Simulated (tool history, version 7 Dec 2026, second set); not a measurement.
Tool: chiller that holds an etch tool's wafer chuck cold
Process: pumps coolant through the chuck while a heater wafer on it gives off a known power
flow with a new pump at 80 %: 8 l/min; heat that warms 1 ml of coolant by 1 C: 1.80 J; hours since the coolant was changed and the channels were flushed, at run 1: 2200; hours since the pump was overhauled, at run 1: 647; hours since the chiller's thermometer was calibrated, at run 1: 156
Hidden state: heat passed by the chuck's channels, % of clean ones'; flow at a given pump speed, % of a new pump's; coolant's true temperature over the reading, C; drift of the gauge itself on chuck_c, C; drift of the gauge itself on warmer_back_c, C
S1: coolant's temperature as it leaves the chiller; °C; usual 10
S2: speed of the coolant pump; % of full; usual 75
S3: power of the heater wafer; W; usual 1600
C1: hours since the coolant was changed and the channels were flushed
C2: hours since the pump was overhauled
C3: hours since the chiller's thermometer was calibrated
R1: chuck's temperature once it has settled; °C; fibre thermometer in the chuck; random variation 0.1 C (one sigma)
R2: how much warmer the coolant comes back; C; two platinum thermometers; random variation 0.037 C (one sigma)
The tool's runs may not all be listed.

Run 1, hour 0.0: usual settings; C1 2200; C2 647; C3 156. Result: R1 24.4 °C, R2 7.26 C.
Run 2, hour 20.2: usual settings; C1 2220; C2 667; C3 176. Result: R1 24.3 °C, R2 7.21 C.
Run 3, hour 42.6: usual settings but S3 1963 W; C1 2243; C2 690; C3 198. Result: R1 27.7 °C, R2 8.84 C.
Run 4, hour 61.8: usual settings but S3 1963 W; C1 2262; C2 709; C3 218. Result: R1 27.8 °C, R2 8.91 C.
Run 5, hour 76.9: usual settings but S3 1971 W; C1 2277; C2 724; C3 233. Result: R1 27.9 °C, R2 9.03 C.
Run 6, hour 101.1: usual settings but S3 1971 W; C1 2301; C2 748; C3 257. Result: R1 28.1 °C, R2 8.95 C.
Run 7, hour 115.7: usual settings; C1 2316; C2 763; C3 272. Result: R1 24.6 °C, R2 7.26 C.
Run 8, hour 146.4: usual settings; C1 2347; C2 793; C3 302. Result: R1 24.4 °C, R2 7.28 C.
Run 9, hour 165.7: usual settings but S3 2008 W; C1 2366; C2 813; C3 322. Result: R1 28.3 °C, R2 9.03 C.
Run 10, hour 198.5: usual settings but S3 2008 W; C1 2399; C2 846; C3 354. Result: R1 28.3 °C, R2 9.12 C.
Run 11, hour 230.2: usual settings but S3 876 W; C1 2430; C2 877; C3 386. Result: R1 18.3 °C, R2 3.98 C.
Run 12, hour 258.4: usual settings but S3 1997 W; C1 2459; C2 905; C3 414. Result: R1 28.2 °C, R2 9.07 C.
Run 13, hour 273.4: usual settings but S3 1997 W; C1 2473; C2 920; C3 429. Result: R1 28.2 °C, R2 9.02 C.
Run 14, hour 295.0: usual settings but S3 888 W; C1 2495; C2 942; C3 451. Result: R1 18.3 °C, R2 4.02 C.
Run 15, hour 308.8: usual settings but S3 888 W; C1 2509; C2 956; C3 465. Result: R1 18.2 °C, R2 4.05 C.
Run 16, hour 329.5: usual settings but S1 16 °C, S3 1496 W; C1 2530; C2 977; C3 485. Result: R1 29.7 °C, R2 6.81 C.
Run 17, hour 351.1: usual settings but S1 2 °C; C1 2551; C2 998; C3 507. Result: R1 16.8 °C, R2 7.29 C.
Run 18, hour 365.5: usual settings but S1 11 °C, S2 81 % of full, S3 1135 W; C1 2566; C2 1012; C3 521. Result: R1 20.9 °C, R2 4.84 C.
Run 19, hour 395.7: usual settings but S1 11 °C, S2 81 % of full, S3 1135 W; C1 2596; C2 1043; C3 552. Result: R1 21.1 °C, R2 4.80 C.
Run 20, hour 422.8: usual settings but S1 11 °C, S2 81 % of full, S3 1135 W; C1 2623; C2 1070; C3 579. Result: R1 21.1 °C, R2 4.80 C.
Run 21, hour 450.3: usual settings but S1 11 °C, S2 81 % of full, S3 1135 W; C1 2650; C2 1097; C3 606. Result: R1 21.2 °C, R2 4.84 C.
Run 22, hour 472.5: usual settings but S1 11 °C, S2 81 % of full, S3 851 W; C1 2673; C2 1119; C3 628. Result: R1 18.7 °C, R2 3.56 C.
Run 23, hour 487.3: usual settings but S1 14 °C, S2 78 % of full, S3 1668 W; C1 2687; C2 1134; C3 643. Result: R1 29.3 °C, R2 7.34 C.
Run 24, hour 504.8: usual settings but S1 14 °C, S2 78 % of full, S3 1668 W; C1 2705; C2 1152; C3 661. Result: R1 29.4 °C, R2 7.32 C.
Run 25, hour 529.9: usual settings but S1 16 °C, S2 87 % of full, S3 992 W; C1 2730; C2 1177; C3 686. Result: R1 24.6 °C, R2 3.99 C.
Run 26, hour 558.8: usual settings but S1 4 °C, S2 82 % of full, S3 1047 W; C1 2759; C2 1206; C3 715. Result: R1 13.5 °C, R2 4.40 C.
Run 27, hour 588.6: usual settings but S1 14 °C, S2 68 % of full, S3 2378 W; C1 2789; C2 1236; C3 744. Result: R1 37.4 °C, R2 12.07 C.
Run 28, hour 612.9: usual settings but S1 16 °C, S2 71 % of full, S3 1861 W; C1 2813; C2 1260; C3 769. Result: R1 33.8 °C, R2 9.14 C.

4 ways to go on from here, each from the tool as it stands after run 28. What would each give?
Run A, hour 628.2: usual settings but S2 68 % of full, S3 1187 W; C1 2828; C2 1275; C3 784. Result: R1 ?, R2 ?.
Run B, hour 628.2: usual settings but S1 16 °C, S2 99 % of full, S3 1861 W; C1 2828; C2 1275; C3 784. Result: R1 ?, R2 ?.
Run C, hour 628.2: usual settings but S2 67 % of full, S3 2294 W; C1 2828; C2 1275; C3 784. Result: R1 ?, R2 ?.
Run D, hour 628.2: usual settings but S1 16 °C, S2 69 % of full, S3 1331 W; C1 2828; C2 1275; C3 784. Result: R1 ?, R2 ?.

run    R1     R2
  A  21.9   6.00
  B  30.8   6.56
  C  33.0  11.72
  D  29.1   6.60
Without the tool's hidden state the same runs would have given:
run    R1     R2
  A  20.4   5.79
  B  29.0   6.33
  C  30.4  11.30
  D  27.5   6.37
